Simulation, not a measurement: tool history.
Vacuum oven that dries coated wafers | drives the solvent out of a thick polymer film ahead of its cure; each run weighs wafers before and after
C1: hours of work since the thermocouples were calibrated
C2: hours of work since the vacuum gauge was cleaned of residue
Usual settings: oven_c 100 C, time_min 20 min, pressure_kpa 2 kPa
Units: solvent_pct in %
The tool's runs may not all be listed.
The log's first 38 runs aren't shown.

run 39 day=83.675 | oven_c=93 time_min=20 pressure_kpa=2 | C1=832 C2=288 | solvent_pct=5.31
run 40 day=86.529 | oven_c=110 time_min=17 pressure_kpa=2 | C1=862 C2=318 | solvent_pct=1.86
run 41 day=89.583 | oven_c=100 time_min=24 pressure_kpa=2 | C1=895 C2=350 | solvent_pct=2.76
run 42 day=91.875 | oven_c=90 time_min=29 pressure_kpa=1.28 | C1=919 C2=375 | solvent_pct=4.08
run 43 day=93.196 | oven_c=100 time_min=20 pressure_kpa=2.93 | C1=933 C2=389 | solvent_pct=3.75
run 44 day=94.662 | oven_c=100 time_min=20 pressure_kpa=3.01 | C1=949 C2=404 | solvent_pct=3.84
run 45 day=96.638 | oven_c=100 time_min=20 pressure_kpa=4.85 | C1=970 C2=425 | solvent_pct=4.93
run 46 day=98.954 | oven_c=100 time_min=20 pressure_kpa=4.85 | C1=994 C2=450 | solvent_pct=4.82

4 ways to go on from here, each from the tool as it stands after run 46. What would each give?
run A day=101.396 | oven_c=96 time_min=26 pressure_kpa=5.98 | C1=1020 C2=476 | solvent_pct=?
run B day=101.396 | oven_c=100 time_min=20 pressure_kpa=2 | C1=1020 C2=476 | solvent_pct=?
run C day=101.396 | oven_c=106 time_min=25 pressure_kpa=5.82 | C1=1020 C2=476 | solvent_pct=?
run D day=101.396 | oven_c=86 time_min=24 pressure_kpa=4.13 | C1=1020 C2=476 | solvent_pct=?

run=A solvent_pct=5.87
run=B solvent_pct=3.28
run=C solvent_pct=3.48
run=D solvent_pct=8.16
Without the tool's hidden state the same runs would have given:
run=A solvent_pct=6.12
run=B solvent_pct=3.47
run=C solvent_pct=3.6
run=D solvent_pct=8.44
